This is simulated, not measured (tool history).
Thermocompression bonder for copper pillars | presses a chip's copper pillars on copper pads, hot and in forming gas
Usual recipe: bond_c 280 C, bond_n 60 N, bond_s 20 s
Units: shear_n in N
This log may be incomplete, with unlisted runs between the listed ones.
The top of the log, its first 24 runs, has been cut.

run	hour	bond_c	bond_n	bond_s	shear_n
25	232.6	280	41	32	39.4
26	239.6	280	41	32	40.0
27	246.8	286	41	32	41.9
28	257.8	286	41	32	41.5
29	272.1	286	41	32	42.2
30	283.5	271	41	18	29.4
# hour 290.8: heater calibrated with a thermocouple chip, once more
31	298.6	267	59	18	35.4
32	312.9	267	59	18	35.4
33	320.5	280	75	11	38.1
34	330.8	283	65	11	36.7
35	337.5	283	65	11	37.1

What if the next run were any one of these 4? Each begins from the tool's condition after run 35:
# hour 346.0: forming gas filter changed
A	350.9	283	65	42	?
# hour 346.0: forming gas filter changed
B	350.9	291	71	24	?
# hour 346.0: forming gas filter changed
C	350.9	283	65	14	?
# hour 346.0: forming gas filter changed
D	350.9	254	60	33	?

run	shear_n
A	57.0
B	53.6
C	41.3
D	40.6
Take away the tool's hidden state, keep each run's random variation, and the runs would have read:
run	shear_n
A	56.6
B	53.2
C	40.8
D	40.1
